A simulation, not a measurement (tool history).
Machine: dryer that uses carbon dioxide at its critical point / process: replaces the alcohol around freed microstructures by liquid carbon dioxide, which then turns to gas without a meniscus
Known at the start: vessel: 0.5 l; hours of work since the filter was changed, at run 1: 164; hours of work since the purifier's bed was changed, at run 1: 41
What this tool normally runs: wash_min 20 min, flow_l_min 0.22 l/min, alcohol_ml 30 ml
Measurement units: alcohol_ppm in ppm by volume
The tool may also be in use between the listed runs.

run	hour	wash_min	flow_l_min	alcohol_ml	hours of work since the filter was changed	hours of work since the purifier's bed was changed	alcohol_ppm
1	0	20	0.22	30	164	41	92
2	10.3	28	0.22	30	170	48	18
3	19.9	28	0.22	30	176	54	10
4	26.8	28	0.22	30	181	58	17
5	36.1	20	0.22	30	186	64	96
6	40.7	15	0.22	30	189	67	450
7	47.7	20	0.218	30	194	71	95
8	54.8	20	0.218	30	198	75	104
9	64.9	20	0.218	30	204	82	109
10	71	20	0.218	30	208	86	102
11	76.9	30	0.22	30	212	89	11
12	87.1	30	0.183	39	218	96	40
13	92	20	0.22	35	221	99	123
14	100.4	20	0.22	35	227	104	123
15	108.2	24	0.22	41	232	109	56
16	114.4	28	0.167	77	235	113	220
# hour 122.5: inlet filter changed
17	123.9	23	0.137	33	1	118	493
18	133.1	14	0.243	29	7	124	255
19	141	13	0.17	30	12	129	1821
20	147.3	14	0.22	115	16	133	1577
21	154.7	16	0.22	77	20	137	541

Below, each run's measurement less what the same run would have read without the hidden state. Both values contain the same run-to-run variation, but the gauge's scatter may not be the same in both:
Unlogged tool condition in this case: flow that reaches the vessel past the clogged filter, %; alcohol in the recycled carbon dioxide, ppm; drift of the gauge itself on alcohol_ppm, %.
run	alcohol_ppm
1	+38
2	+8
3	+9
4	+9
5	+45
6	+167
7	+49
8	+52
9	+54
10	+54
11	+11
12	+25
13	+65
14	+65
15	+32
16	+118
17	+19
18	+19
19	+60
20	+84
21	+45
